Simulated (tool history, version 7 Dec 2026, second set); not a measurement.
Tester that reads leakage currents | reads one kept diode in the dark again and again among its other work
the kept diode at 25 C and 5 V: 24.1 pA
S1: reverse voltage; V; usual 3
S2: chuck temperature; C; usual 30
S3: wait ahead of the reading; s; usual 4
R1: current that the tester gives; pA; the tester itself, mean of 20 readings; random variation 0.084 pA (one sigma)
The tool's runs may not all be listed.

run   hour     S1  S2    S3      R1
  1      0      3  30     4   27.38
  2   21.1      3  32     4   32.75
  3   43.3      3  57     4  270.86
  4   66.3      3  30     4   27.31
  5     99      3  30     4   27.35
  6  128.5      3  30     4   27.37
  7  147.8   6.08  30     4   40.59
  8  164.1   6.08  30     4   40.51
  9  180.7   6.08  42     4  116.36
 10  212.2   6.08  42     4  115.96
 11    245   1.38  30     4    17.9
 12  270.2   1.38  30     4   17.86
 13  297.7   1.38  30     4   17.77
 14  317.4   1.38  30     4   18.02
 15  342.2   4.03  30     4   32.45
 16  356.8      3  30     4   27.34
 17    380      3  30     4   27.62
 18  408.9      3  30     4    27.6
 19    433      3  30     4    27.6
 20  448.9      3  30     4   27.71
 21  467.4      3  53     4  194.53
 22  489.2  18.47  30  6.91   78.09
 23  503.9   1.32  32  4.41   20.79
 24  524.7  12.18  30  1.08   63.72
 25  554.1  12.18  30  1.08   64.08
 26  581.8   5.15  37  1.08   70.34
 27  601.8  10.15  30     4   55.64
 28  621.9  10.15  20     4    24.4
 29    653  10.15  20     4   24.65
 30  677.2  13.29  54  1.68  475.49
 31  692.9   2.05  20  3.15    9.25
 32  724.8   2.05  20  3.15    9.27
 33  741.2   8.28  33  2.83   64.55
 34  761.5   1.04  35  0.64   24.17
 35  791.1   5.34  40  0.63   92.76
 36  821.2   1.24  30     4    16.9
 37  844.5      3  21  3.26   12.84
 38  861.7    4.4  20  0.45   17.19
 39  889.6   2.53  55  1.15  205.52

Forecast each of these 4 alternatives for the next run:
  A   918  2.53  44  3.06   ?
  B   918  3.45  55  1.15   ?
  C   918  2.53  24  1.15   ?
  D   918  9.73  31  2.69   ?

run      R1
  A   84.39
  B  244.25
  C   15.37
  D    60.8
Without the tool's hidden state the same runs would have given:
run      R1
  A   92.84
  B  269.23
  C   15.75
  D   62.25
